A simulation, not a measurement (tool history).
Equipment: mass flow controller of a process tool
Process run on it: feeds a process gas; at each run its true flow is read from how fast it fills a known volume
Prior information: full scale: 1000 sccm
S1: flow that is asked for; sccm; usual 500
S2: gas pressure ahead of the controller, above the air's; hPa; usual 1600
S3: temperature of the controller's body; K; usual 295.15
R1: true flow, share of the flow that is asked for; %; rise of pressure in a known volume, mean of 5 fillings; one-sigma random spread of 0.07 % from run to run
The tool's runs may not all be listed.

run 1 hour=0.0 | S1=500 S2=1600 S3=295.15 | R1=98.96
run 2 hour=215.8 | S1=500 S2=1600 S3=295.15 | R1=98.92
run 3 hour=488.4 | S1=500 S2=1520 S3=295.15 | R1=98.84
run 4 hour=699.9 | S1=500 S2=1870 S3=295.15 | R1=98.70
run 5 hour=947.9 | S1=500 S2=1870 S3=295.15 | R1=98.61
run 6 hour=1278.9 | S1=500 S2=1600 S3=295.15 | R1=98.62
run 7 hour=1705.4 | S1=500 S2=1600 S3=295.15 | R1=98.45
run 8 hour=1924.0 | S1=500 S2=1600 S3=295.15 | R1=98.42
run 9 hour=2176.7 | S1=500 S2=1600 S3=295.15 | R1=98.35
run 10 hour=2491.1 | S1=500 S2=1600 S3=295.15 | R1=98.41
run 11 hour=2673.1 | S1=500 S2=1600 S3=295.15 | R1=98.27
run 12 hour=2857.2 | S1=500 S2=2560 S3=295.15 | R1=98.01
run 13 hour=3085.7 | S1=500 S2=2560 S3=295.15 | R1=97.90
run 14 hour=3320.0 | S1=565 S2=2370 S3=295.15 | R1=97.98
run 15 hour=3702.9 | S1=103 S2=2120 S3=295.15 | R1=96.80
run 16 hour=4148.3 | S1=736 S2=2770 S3=294.15 | R1=98.20
run 17 hour=4386.9 | S1=736 S2=2770 S3=294.15 | R1=98.13
run 18 hour=4580.7 | S1=390 S2=1790 S3=302.15 | R1=96.99
run 19 hour=4964.8 | S1=500 S2=1980 S3=295.15 | R1=97.41
run 20 hour=5341.7 | S1=965 S2=1410 S3=298.15 | R1=98.60
-- hour=5437.3 controller's zero set anew
run 21 hour=5577.9 | S1=965 S2=1410 S3=307.15 | R1=97.93
run 22 hour=5941.8 | S1=294 S2=1910 S3=307.15 | R1=96.17

What if the next run were any one of these 5? Each begins from the tool's condition after run 22:
run A hour=6324.3 | S1=500 S2=2530 S3=304.15 | R1=?
run B hour=6324.3 | S1=416 S2=2050 S3=301.15 | R1=?
run C hour=6324.3 | S1=294 S2=1500 S3=295.15 | R1=?
run D hour=6324.3 | S1=294 S2=1910 S3=311.15 | R1=?
run E hour=6324.3 | S1=167 S2=1700 S3=298.15 | R1=?

run=A R1=96.60
run=B R1=96.53
run=C R1=96.64
run=D R1=95.78
run=E R1=96.24
What these runs would have given with no unlogged condition in the tool:
run=A R1=98.32
run=B R1=98.25
run=C R1=98.36
run=D R1=97.48
run=E R1=97.96
